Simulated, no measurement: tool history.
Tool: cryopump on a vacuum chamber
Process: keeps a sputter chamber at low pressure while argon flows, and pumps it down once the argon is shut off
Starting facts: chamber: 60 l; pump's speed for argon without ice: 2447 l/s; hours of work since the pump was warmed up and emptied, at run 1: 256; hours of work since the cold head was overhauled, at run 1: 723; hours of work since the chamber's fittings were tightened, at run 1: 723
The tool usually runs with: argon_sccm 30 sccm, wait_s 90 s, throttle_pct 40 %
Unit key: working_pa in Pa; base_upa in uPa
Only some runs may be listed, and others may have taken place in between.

run   hour  argon_sccm  wait_s  throttle_pct  hours of work since the pump was warmed up and emptied  hours of work since the cold head was overhauled  hours of work since the chamber's fittings were tightened  working_pa  base_upa
  1      0          30      90            40                                                     256                                               723                                                        723      0.0551      0.96
  2   25.1          30      90            40                                                     275                                               743                                                        743      0.0554      0.92
  3   56.2          30      90            40                                                     299                                               767                                                        767      0.0556      0.94
  4   79.3          30      90            16                                                     317                                               785                                                        785      0.1348      0.96
  5  111.5          30      90            16                                                     342                                               810                                                        810      0.1337      0.99
  6  154.7          30      90            16                                                     376                                               844                                                        844      0.1345      1.07
  7  187.7          30     260            35                                                     402                                               869                                                        869      0.0653       0.9
     211.7  -- pump warmed up, emptied and cooled again
  8  229.5          30     260            38                                                      14                                               898                                                        898      0.0555       0.7
  9  268.9          30     276            29                                                      45                                               929                                                        929      0.0717      0.75
 10  289.1          17     181            40                                                      60                                               944                                                        944      0.0299      0.81

Hidden condition of the tool, last listed run before each entry between runs versus first listed run after:
From run 7 to run 8: pump warmed up, emptied and cooled again (hour 211.7)
  pump's speed, % of a pump's without ice: 79.2 -> 98.5; cold plate's temperature, K: 12.77 -> 12.79; leak into the chamber, uPa l/s: 1476 -> 1519
  measured minus no-state result, working_pa: +0.0058 -> +0.0006 Pa; base_upa: +0.66 -> +0.51 uPa
